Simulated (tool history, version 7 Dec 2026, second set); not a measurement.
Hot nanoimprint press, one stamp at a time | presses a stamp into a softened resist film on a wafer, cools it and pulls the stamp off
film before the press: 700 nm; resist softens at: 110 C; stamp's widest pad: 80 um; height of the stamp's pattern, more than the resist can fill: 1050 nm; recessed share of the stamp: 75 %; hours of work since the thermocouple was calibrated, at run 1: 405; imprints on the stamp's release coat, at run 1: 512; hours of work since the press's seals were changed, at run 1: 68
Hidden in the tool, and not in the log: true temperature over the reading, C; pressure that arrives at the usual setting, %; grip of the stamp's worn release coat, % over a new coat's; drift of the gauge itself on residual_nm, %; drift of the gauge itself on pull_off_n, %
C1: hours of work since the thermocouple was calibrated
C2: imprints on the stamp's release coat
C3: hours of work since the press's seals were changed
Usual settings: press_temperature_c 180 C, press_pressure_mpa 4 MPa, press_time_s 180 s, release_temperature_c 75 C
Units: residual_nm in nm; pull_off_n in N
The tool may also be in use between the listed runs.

{"run": 1, "hour": 0.0, "press_temperature_c": 180, "press_pressure_mpa": 4, "press_time_s": 180, "release_temperature_c": 75, "C1": 405, "C2": 512, "C3": 68, "residual_nm": 350.6, "pull_off_n": 141}
{"run": 2, "hour": 6.1, "press_temperature_c": 180, "press_pressure_mpa": 4, "press_time_s": 180, "release_temperature_c": 75, "C1": 410, "C2": 536, "C3": 72, "residual_nm": 351.3, "pull_off_n": 141}
{"run": 3, "hour": 13.3, "press_temperature_c": 180, "press_pressure_mpa": 4, "press_time_s": 180, "release_temperature_c": 75, "C1": 415, "C2": 564, "C3": 78, "residual_nm": 350.8, "pull_off_n": 132}
{"run": 4, "hour": 17.8, "press_temperature_c": 180, "press_pressure_mpa": 4, "press_time_s": 180, "release_temperature_c": 75, "C1": 419, "C2": 582, "C3": 82, "residual_nm": 352.4, "pull_off_n": 141}
{"run": 5, "hour": 23.0, "press_temperature_c": 180, "press_pressure_mpa": 4, "press_time_s": 180, "release_temperature_c": 75, "C1": 423, "C2": 602, "C3": 86, "residual_nm": 349.8, "pull_off_n": 138}
{"run": 6, "hour": 27.9, "press_temperature_c": 180, "press_pressure_mpa": 4, "press_time_s": 180, "release_temperature_c": 75, "C1": 427, "C2": 621, "C3": 89, "residual_nm": 350.9, "pull_off_n": 147}
{"run": 7, "hour": 35.5, "press_temperature_c": 180, "press_pressure_mpa": 4, "press_time_s": 180, "release_temperature_c": 80, "C1": 433, "C2": 651, "C3": 95, "residual_nm": 349.7, "pull_off_n": 130}
{"run": 8, "hour": 39.8, "press_temperature_c": 180, "press_pressure_mpa": 4, "press_time_s": 180, "release_temperature_c": 80, "C1": 436, "C2": 668, "C3": 99, "residual_nm": 349.9, "pull_off_n": 127}
{"run": 9, "hour": 44.9, "press_temperature_c": 180, "press_pressure_mpa": 4, "press_time_s": 180, "release_temperature_c": 80, "C1": 440, "C2": 688, "C3": 103, "residual_nm": 349.9, "pull_off_n": 135}
{"run": 10, "hour": 53.6, "press_temperature_c": 180, "press_pressure_mpa": 4, "press_time_s": 180, "release_temperature_c": 80, "C1": 447, "C2": 722, "C3": 109, "residual_nm": 350, "pull_off_n": 132}
{"run": 11, "hour": 60.5, "press_temperature_c": 180, "press_pressure_mpa": 4, "press_time_s": 180, "release_temperature_c": 80, "C1": 452, "C2": 749, "C3": 115, "residual_nm": 351.6, "pull_off_n": 131}
{"run": 12, "hour": 67.7, "press_temperature_c": 180, "press_pressure_mpa": 4, "press_time_s": 180, "release_temperature_c": 80, "C1": 458, "C2": 777, "C3": 120, "residual_nm": 349.4, "pull_off_n": 136}
{"run": 13, "hour": 73.3, "press_temperature_c": 180, "press_pressure_mpa": 4, "press_time_s": 180, "release_temperature_c": 80, "C1": 462, "C2": 799, "C3": 125, "residual_nm": 349, "pull_off_n": 135}
{"run": 14, "hour": 80.6, "press_temperature_c": 180, "press_pressure_mpa": 4, "press_time_s": 180, "release_temperature_c": 80, "C1": 468, "C2": 827, "C3": 131, "residual_nm": 350.3, "pull_off_n": 137}
{"hour": 84.5, "done": "plate thermocouple calibrated"}
{"run": 15, "hour": 88.8, "press_temperature_c": 180, "press_pressure_mpa": 4, "press_time_s": 180, "release_temperature_c": 80, "C1": 3, "C2": 848, "C3": 135, "residual_nm": 345.4, "pull_off_n": 142}
{"run": 16, "hour": 97.1, "press_temperature_c": 188, "press_pressure_mpa": 2.57, "press_time_s": 137, "release_temperature_c": 76, "C1": 10, "C2": 880, "C3": 141, "residual_nm": 375, "pull_off_n": 150}
{"hour": 102.6, "done": "plate thermocouple calibrated, once more"}
{"run": 17, "hour": 108.6, "press_temperature_c": 168, "press_pressure_mpa": 3.17, "press_time_s": 137, "release_temperature_c": 76, "C1": 5, "C2": 913, "C3": 148, "residual_nm": 557.1, "pull_off_n": 159}
{"run": 18, "hour": 114.9, "press_temperature_c": 186, "press_pressure_mpa": 4.18, "press_time_s": 108, "release_temperature_c": 68, "C1": 10, "C2": 938, "C3": 153, "residual_nm": 362.1, "pull_off_n": 188}
{"run": 19, "hour": 118.7, "press_temperature_c": 186, "press_pressure_mpa": 4.18, "press_time_s": 108, "release_temperature_c": 68, "C1": 13, "C2": 953, "C3": 156, "residual_nm": 363.3, "pull_off_n": 181}
{"run": 20, "hour": 125.9, "press_temperature_c": 177, "press_pressure_mpa": 5.5, "press_time_s": 316, "release_temperature_c": 73, "C1": 18, "C2": 981, "C3": 161, "residual_nm": 281.3, "pull_off_n": 168}
{"run": 21, "hour": 133.8, "press_temperature_c": 179, "press_pressure_mpa": 5.5, "press_time_s": 316, "release_temperature_c": 68, "C1": 24, "C2": 1012, "C3": 167, "residual_nm": 261.9, "pull_off_n": 183}
{"run": 22, "hour": 139.2, "press_temperature_c": 189, "press_pressure_mpa": 2.59, "press_time_s": 180, "release_temperature_c": 75, "C1": 28, "C2": 1033, "C3": 172, "residual_nm": 347.3, "pull_off_n": 161}
{"run": 23, "hour": 143.7, "press_temperature_c": 168, "press_pressure_mpa": 2.76, "press_time_s": 215, "release_temperature_c": 75, "C1": 32, "C2": 1051, "C3": 175, "residual_nm": 528.7, "pull_off_n": 161}
{"run": 24, "hour": 149.2, "press_temperature_c": 189, "press_pressure_mpa": 4, "press_time_s": 180, "release_temperature_c": 73, "C1": 36, "C2": 1072, "C3": 179, "residual_nm": 284.1, "pull_off_n": 164}
{"run": 25, "hour": 156.2, "press_temperature_c": 180, "press_pressure_mpa": 4, "press_time_s": 150, "release_temperature_c": 83, "C1": 42, "C2": 1100, "C3": 185, "residual_nm": 385.8, "pull_off_n": 139}
{"run": 26, "hour": 161.7, "press_temperature_c": 190, "press_pressure_mpa": 4, "press_time_s": 186, "release_temperature_c": 75, "C1": 46, "C2": 1121, "C3": 189, "residual_nm": 273.6, "pull_off_n": 175}
{"run": 27, "hour": 168.3, "press_temperature_c": 182, "press_pressure_mpa": 4, "press_time_s": 180, "release_temperature_c": 75, "C1": 51, "C2": 1147, "C3": 194, "residual_nm": 343.7, "pull_off_n": 171}
{"run": 28, "hour": 172.0, "press_temperature_c": 182, "press_pressure_mpa": 4, "press_time_s": 180, "release_temperature_c": 75, "C1": 54, "C2": 1162, "C3": 197, "residual_nm": 345.9, "pull_off_n": 168}
{"run": 29, "hour": 176.2, "press_temperature_c": 184, "press_pressure_mpa": 4, "press_time_s": 128, "release_temperature_c": 75, "C1": 57, "C2": 1178, "C3": 200, "residual_nm": 365.6, "pull_off_n": 168}
{"run": 30, "hour": 181.5, "press_temperature_c": 180, "press_pressure_mpa": 4, "press_time_s": 141, "release_temperature_c": 75, "C1": 61, "C2": 1198, "C3": 204, "residual_nm": 394.1, "pull_off_n": 170}

How the hidden state differs across the entries between the runs, from the last listed run before each to the first after it:
Between runs 14 and 15: plate thermocouple calibrated (hour 84.5)
  true temperature over the reading, C: 1.65 -> 2.2; pressure that arrives at the usual setting, %: 99.48 -> 99.45; grip of the stamp's worn release coat, % over a new coat's: 29.2 -> 30
  measured less the result without the state, residual_nm: -15.3 -> -20.4 nm; pull_off_n: +27 -> +28 N
Between runs 16 and 17: plate thermocouple calibrated, once more (hour 102.6)
  true temperature over the reading, C: 2.23 -> 0.13; pressure that arrives at the usual setting, %: 99.41 -> 99.38; grip of the stamp's worn release coat, % over a new coat's: 31.1 -> 32.4
  measured less the result without the state, residual_nm: -19.3 -> -0.5 nm; pull_off_n: +31 -> +39 N

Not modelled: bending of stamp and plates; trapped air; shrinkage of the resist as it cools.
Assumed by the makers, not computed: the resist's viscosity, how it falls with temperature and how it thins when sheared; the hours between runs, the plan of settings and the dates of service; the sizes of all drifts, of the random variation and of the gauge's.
